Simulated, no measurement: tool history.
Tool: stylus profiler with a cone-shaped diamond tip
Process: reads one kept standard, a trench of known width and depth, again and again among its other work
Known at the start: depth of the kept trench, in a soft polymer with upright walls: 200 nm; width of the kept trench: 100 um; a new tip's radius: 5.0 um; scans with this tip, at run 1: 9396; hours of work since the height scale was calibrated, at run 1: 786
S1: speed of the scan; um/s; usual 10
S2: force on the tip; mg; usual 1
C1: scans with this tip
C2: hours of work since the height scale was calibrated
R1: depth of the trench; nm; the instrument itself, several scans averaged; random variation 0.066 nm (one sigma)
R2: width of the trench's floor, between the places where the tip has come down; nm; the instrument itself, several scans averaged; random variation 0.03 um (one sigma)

{"run": 1, "hour": 0.0, "S1": 10, "S2": 1, "C1": 9396, "C2": 786, "R1": 201.14, "R2": 95650}
{"run": 2, "hour": 66.2, "S1": 2, "S2": 1, "C1": 9849, "C2": 824, "R1": 201.14, "R2": 95660}
{"run": 3, "hour": 192.0, "S1": 13, "S2": 1, "C1": 10708, "C2": 895, "R1": 201.26, "R2": 95540}
{"run": 4, "hour": 291.3, "S1": 13, "S2": 1, "C1": 11386, "C2": 952, "R1": 201.41, "R2": 95480}
{"run": 5, "hour": 396.1, "S1": 13, "S2": 1, "C1": 12102, "C2": 1012, "R1": 201.25, "R2": 95330}
{"run": 6, "hour": 524.5, "S1": 13, "S2": 1, "C1": 12979, "C2": 1085, "R1": 201.39, "R2": 95200}
{"hour": 647.0, "done": "new tip fitted, height scale calibrated"}
{"run": 7, "hour": 654.9, "S1": 13, "S2": 1, "C1": 54, "C2": 4, "R1": 200.5, "R2": 97080}
{"run": 8, "hour": 764.9, "S1": 13, "S2": 1, "C1": 805, "C2": 67, "R1": 200.63, "R2": 96990}
{"run": 9, "hour": 865.9, "S1": 13, "S2": 1, "C1": 1495, "C2": 125, "R1": 200.43, "R2": 96840}
{"run": 10, "hour": 967.8, "S1": 10, "S2": 1, "C1": 2191, "C2": 183, "R1": 200.74, "R2": 96650}
{"run": 11, "hour": 1099.4, "S1": 10, "S2": 1, "C1": 3090, "C2": 258, "R1": 200.82, "R2": 96590}
{"run": 12, "hour": 1156.4, "S1": 10, "S2": 1, "C1": 3479, "C2": 291, "R1": 200.81, "R2": 96490}
{"run": 13, "hour": 1230.3, "S1": 10, "S2": 2.04, "C1": 3984, "C2": 333, "R1": 201.29, "R2": 96410}
{"run": 14, "hour": 1308.7, "S1": 10, "S2": 1, "C1": 4519, "C2": 378, "R1": 200.9, "R2": 96360}
{"run": 15, "hour": 1424.1, "S1": 10, "S2": 1, "C1": 5307, "C2": 444, "R1": 200.92, "R2": 96220}
{"run": 16, "hour": 1540.1, "S1": 10, "S2": 1, "C1": 6100, "C2": 510, "R1": 201.11, "R2": 96060}
{"run": 17, "hour": 1628.3, "S1": 10, "S2": 1, "C1": 6702, "C2": 560, "R1": 200.98, "R2": 96020}
{"run": 18, "hour": 1740.9, "S1": 10, "S2": 0.94, "C1": 7471, "C2": 625, "R1": 201.01, "R2": 95920}
{"run": 19, "hour": 1874.8, "S1": 10, "S2": 0.94, "C1": 8385, "C2": 701, "R1": 201.06, "R2": 95760}
{"run": 20, "hour": 1945.7, "S1": 10, "S2": 0.94, "C1": 8869, "C2": 742, "R1": 201.14, "R2": 95720}
{"run": 21, "hour": 2046.9, "S1": 9, "S2": 0.94, "C1": 9561, "C2": 800, "R1": 201.25, "R2": 95530}
{"run": 22, "hour": 2145.3, "S1": 10, "S2": 1, "C1": 10233, "C2": 856, "R1": 201.24, "R2": 95560}
{"run": 23, "hour": 2254.0, "S1": 10, "S2": 1, "C1": 10975, "C2": 918, "R1": 201.39, "R2": 95440}
{"run": 24, "hour": 2310.8, "S1": 10, "S2": 1, "C1": 11363, "C2": 950, "R1": 201.31, "R2": 95430}
{"run": 25, "hour": 2391.1, "S1": 12, "S2": 2.41, "C1": 11912, "C2": 996, "R1": 201.95, "R2": 95360}
{"hour": 2397.7, "done": "height scale calibrated on a step standard"}
{"run": 26, "hour": 2498.2, "S1": 12, "S2": 2.41, "C1": 12640, "C2": 57, "R1": 202.26, "R2": 95260}
{"run": 27, "hour": 2583.2, "S1": 4, "S2": 0.43, "C1": 13220, "C2": 106, "R1": 201.43, "R2": 95220}
{"run": 28, "hour": 2654.5, "S1": 10, "S2": 0.82, "C1": 13707, "C2": 147, "R1": 201.64, "R2": 95140}
{"hour": 2666.3, "done": "new tip fitted, height scale calibrated"}
{"run": 29, "hour": 2752.4, "S1": 26, "S2": 1.75, "C1": 588, "C2": 49, "R1": 200.95, "R2": 96920}
{"run": 30, "hour": 2888.9, "S1": 11, "S2": 0.85, "C1": 1521, "C2": 127, "R1": 200.69, "R2": 96790}
{"run": 31, "hour": 2998.5, "S1": 9, "S2": 1.66, "C1": 2269, "C2": 190, "R1": 200.9, "R2": 96720}
{"run": 32, "hour": 3065.0, "S1": 5, "S2": 0.42, "C1": 2723, "C2": 228, "R1": 200.59, "R2": 96620}
{"run": 33, "hour": 3166.7, "S1": 5, "S2": 0.42, "C1": 3418, "C2": 286, "R1": 200.67, "R2": 96530}
{"hour": 3178.4, "done": "height scale calibrated on a step standard, once more"}
{"run": 34, "hour": 3253.4, "S1": 27, "S2": 1, "C1": 4006, "C2": 43, "R1": 200.76, "R2": 96250}
{"run": 35, "hour": 3367.7, "S1": 4, "S2": 0.94, "C1": 4787, "C2": 108, "R1": 200.69, "R2": 96320}
{"run": 36, "hour": 3496.7, "S1": 4, "S2": 0.94, "C1": 5668, "C2": 182, "R1": 200.72, "R2": 96150}
{"run": 37, "hour": 3594.2, "S1": 15, "S2": 2.01, "C1": 6334, "C2": 237, "R1": 201.07, "R2": 96070}
{"run": 38, "hour": 3723.5, "S1": 10, "S2": 1.07, "C1": 7217, "C2": 311, "R1": 200.88, "R2": 95980}
{"run": 39, "hour": 3849.4, "S1": 2, "S2": 0.55, "C1": 8077, "C2": 383, "R1": 200.67, "R2": 95860}
{"run": 40, "hour": 3979.1, "S1": 2, "S2": 0.55, "C1": 8963, "C2": 457, "R1": 200.73, "R2": 95710}
{"run": 41, "hour": 4074.4, "S1": 8, "S2": 1.2, "C1": 9614, "C2": 512, "R1": 201.11, "R2": 95660}
{"run": 42, "hour": 4131.3, "S1": 8, "S2": 1.2, "C1": 10003, "C2": 544, "R1": 201.17, "R2": 95630}
{"run": 43, "hour": 4229.1, "S1": 6, "S2": 0.38, "C1": 10670, "C2": 600, "R1": 200.82, "R2": 95480}
{"run": 44, "hour": 4320.3, "S1": 10, "S2": 1.67, "C1": 11293, "C2": 652, "R1": 201.42, "R2": 95430}
{"run": 45, "hour": 4446.3, "S1": 10, "S2": 1.67, "C1": 12154, "C2": 724, "R1": 201.47, "R2": 95350}
{"run": 46, "hour": 4531.1, "S1": 3, "S2": 0.74, "C1": 12733, "C2": 773, "R1": 201.2, "R2": 95320}
{"run": 47, "hour": 4635.2, "S1": 4, "S2": 1.28, "C1": 13444, "C2": 832, "R1": 201.53, "R2": 95270}

Forecast each of these 3 alternatives for the next run:
{"hour": 4688.6, "done": "new tip fitted, height scale calibrated"}
{"run": "A", "hour": 4700.8, "S1": 11, "S2": 1.6, "C1": 83, "C2": 7, "R1": "?", "R2": "?"}
{"hour": 4688.6, "done": "new tip fitted, height scale calibrated"}
{"run": "B", "hour": 4700.8, "S1": 2, "S2": 1.14, "C1": 83, "C2": 7, "R1": "?", "R2": "?"}
{"hour": 4688.6, "done": "new tip fitted, height scale calibrated"}
{"run": "C", "hour": 4700.8, "S1": 32, "S2": 2.31, "C1": 83, "C2": 7, "R1": "?", "R2": "?"}

run=A R1=200.95 R2=97190
run=B R1=200.69 R2=97250
run=C R1=201.09 R2=97090
Without the tool's hidden state the same runs would have given:
run=A R1=200.87 R2=97150
run=B R1=200.62 R2=97220
run=C R1=201.01 R2=97050
